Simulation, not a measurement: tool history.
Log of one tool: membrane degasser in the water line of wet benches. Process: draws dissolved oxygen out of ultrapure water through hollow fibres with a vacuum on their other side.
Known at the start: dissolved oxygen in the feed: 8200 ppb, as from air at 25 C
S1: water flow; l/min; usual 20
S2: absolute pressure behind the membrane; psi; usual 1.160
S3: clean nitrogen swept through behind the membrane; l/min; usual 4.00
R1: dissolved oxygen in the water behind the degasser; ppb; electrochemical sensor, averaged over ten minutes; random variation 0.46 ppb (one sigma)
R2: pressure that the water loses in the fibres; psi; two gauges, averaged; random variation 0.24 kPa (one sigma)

Run 1, day 0.000: usual settings. Result: R1 62.1 ppb, R2 9.414 psi.
Run 2, day 7.825: usual settings. Result: R1 62.9 ppb, R2 9.391 psi.
Run 3, day 13.150: usual settings but S1 26 l/min. Result: R1 84.6 ppb, R2 12.240 psi.
Run 4, day 20.129: usual settings. Result: R1 63.7 ppb, R2 9.384 psi.
Run 5, day 25.746: usual settings. Result: R1 63.1 ppb, R2 9.471 psi.
Run 6, day 29.946: usual settings. Result: R1 63.1 ppb, R2 9.381 psi.
Run 7, day 34.208: usual settings but S3 2.38 l/min. Result: R1 102.8 ppb, R2 9.454 psi.
Run 8, day 39.121: usual settings but S3 2.38 l/min. Result: R1 102.6 ppb, R2 9.467 psi.
Run 9, day 45.483: usual settings but S3 2.38 l/min. Result: R1 101.7 ppb, R2 9.387 psi.
Run 10, day 49.438: usual settings but S3 2.38 l/min. Result: R1 102.9 ppb, R2 9.409 psi.
Run 11, day 53.246: usual settings but S1 18 l/min, S2 2.657 psi, S3 3.03 l/min. Result: R1 220.0 ppb, R2 8.502 psi.
Run 12, day 60.254: usual settings but S1 26 l/min, S2 1.205 psi, S3 9.37 l/min. Result: R1 43.6 ppb, R2 12.327 psi.
At day 62.350: seals of the vacuum lines changed.
Run 13, day 69.071: usual settings but S1 26 l/min, S2 1.205 psi, S3 9.37 l/min. Result: R1 42.3 ppb, R2 12.330 psi.
Run 14, day 73.288: usual settings but S1 31 l/min, S2 0.996 psi, S3 2.93 l/min. Result: R1 108.0 ppb, R2 14.688 psi.
Run 15, day 82.092: usual settings but S1 29 l/min, S2 1.740 psi, S3 3.31 l/min. Result: R1 193.0 ppb, R2 13.766 psi.
Run 16, day 86.525: usual settings but S1 18 l/min. Result: R1 56.1 ppb, R2 8.524 psi.
Run 17, day 92.458: usual settings but S1 18 l/min. Result: R1 56.0 ppb, R2 8.530 psi.
Run 18, day 97.850: usual settings but S1 18 l/min. Result: R1 55.8 ppb, R2 8.499 psi.
Run 19, day 104.525: usual settings but S1 18 l/min. Result: R1 55.9 ppb, R2 8.547 psi.

Forecast each of these 3 alternatives for the next run:
Run A, day 113.125: usual settings but S1 13 l/min, S2 1.017 psi, S3 3.35 l/min. Result: R1 ?, R2 ?.
Run B, day 113.125: usual settings but S1 32 l/min. Result: R1 ?, R2 ?.
Run C, day 113.125: usual settings but S1 18 l/min, S3 9.99 l/min. Result: R1 ?, R2 ?.

run     R1      R2
  A   39.1   6.247
  B  108.8  15.261
  C   23.9   8.578
Without the tool's hidden state the same runs would have given:
run     R1      R2
  A   37.0   6.134
  B  103.7  14.985
  C   22.8   8.422
